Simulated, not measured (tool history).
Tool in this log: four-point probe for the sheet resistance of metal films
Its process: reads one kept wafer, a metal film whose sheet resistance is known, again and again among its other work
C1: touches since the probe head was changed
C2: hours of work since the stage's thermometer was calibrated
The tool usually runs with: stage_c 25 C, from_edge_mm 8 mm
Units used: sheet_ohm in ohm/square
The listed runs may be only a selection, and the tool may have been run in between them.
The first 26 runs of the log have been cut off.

Run 27, hour 303.1: usual settings but stage_c 24 C, from_edge_mm 4 mm; C1 25876; C2 17. Result: sheet_ohm 1.024592 ohm/square.
Run 28, hour 317.4: usual settings but stage_c 21 C, from_edge_mm 13 mm; C1 26271; C2 26. Result: sheet_ohm 0.998606 ohm/square.
Run 29, hour 328.8: usual settings but stage_c 19 C; C1 26586; C2 34. Result: sheet_ohm 1.005939 ohm/square.
Run 30, hour 339.8: usual settings but stage_c 19 C; C1 26888; C2 41. Result: sheet_ohm 1.006099 ohm/square.
Run 31, hour 356.6: usual settings but stage_c 29 C, from_edge_mm 7 mm; C1 27353; C2 53. Result: sheet_ohm 0.998126 ohm/square.
Run 32, hour 370.2: usual settings but stage_c 18 C, from_edge_mm 18 mm; C1 27730; C2 62. Result: sheet_ohm 1.000879 ohm/square.
Run 33, hour 386.9: usual settings but from_edge_mm 9 mm; C1 28188; C2 73. Result: sheet_ohm 0.997674 ohm/square.
Run 34, hour 403.4: usual settings but from_edge_mm 9 mm; C1 28645; C2 84. Result: sheet_ohm 0.99801 ohm/square.
Run 35, hour 410.9: usual settings but stage_c 22 C, from_edge_mm 5 mm; C1 28851; C2 89. Result: sheet_ohm 1.015855 ohm/square.
Run 36, hour 420.8: usual settings but stage_c 34 C, from_edge_mm 33 mm; C1 29125; C2 96. Result: sheet_ohm 0.983265 ohm/square.
Run 37, hour 430.5: usual settings but from_edge_mm 20 mm; C1 29394; C2 103. Result: sheet_ohm 0.992776 ohm/square.
Run 38, hour 446.7: usual settings but from_edge_mm 20 mm; C1 29841; C2 114. Result: sheet_ohm 0.992723 ohm/square.
Run 39, hour 459.1: usual settings but stage_c 35 C, from_edge_mm 37 mm; C1 30183; C2 122. Result: sheet_ohm 0.981489 ohm/square.
Run 40, hour 470.2: usual settings but from_edge_mm 3 mm; C1 30489; C2 130. Result: sheet_ohm 1.047403 ohm/square.
Run 41, hour 485.2: usual settings but stage_c 27 C, from_edge_mm 36 mm; C1 30903; C2 140. Result: sheet_ohm 0.989893 ohm/square.
Run 42, hour 499.2: usual settings but stage_c 35 C, from_edge_mm 14 mm; C1 31290; C2 149. Result: sheet_ohm 0.98381 ohm/square.
Run 43, hour 515.2: usual settings but stage_c 28 C, from_edge_mm 3 mm; C1 31732; C2 160. Result: sheet_ohm 1.0443 ohm/square.
Run 44, hour 525.9: usual settings but stage_c 21 C, from_edge_mm 6 mm; C1 32027; C2 167. Result: sheet_ohm 1.010526 ohm/square.
Run 45, hour 540: usual settings but stage_c 22 C, from_edge_mm 7 mm; C1 32416; C2 177. Result: sheet_ohm 1.005516 ohm/square.

Below are 3 alternative next runs, each starting from the tool's condition after run 45. Predict each:
Run A, hour 547.5: usual settings but stage_c 31 C, from_edge_mm 6 mm; C1 32622; C2 182. Result: sheet_ohm ?.
Run B, hour 547.5: usual settings but stage_c 21 C, from_edge_mm 9 mm; C1 32622; C2 182. Result: sheet_ohm ?.
Run C, hour 547.5: usual settings but stage_c 31 C, from_edge_mm 10 mm; C1 32622; C2 182. Result: sheet_ohm ?.

run  sheet_ohm
  A   1.000068
  B   1.002156
  C   0.990675
With the hidden condition removed and each run's random variation left untouched, the same runs would have given:
run  sheet_ohm
  A   1.001485
  B    1.00358
  C    0.99208
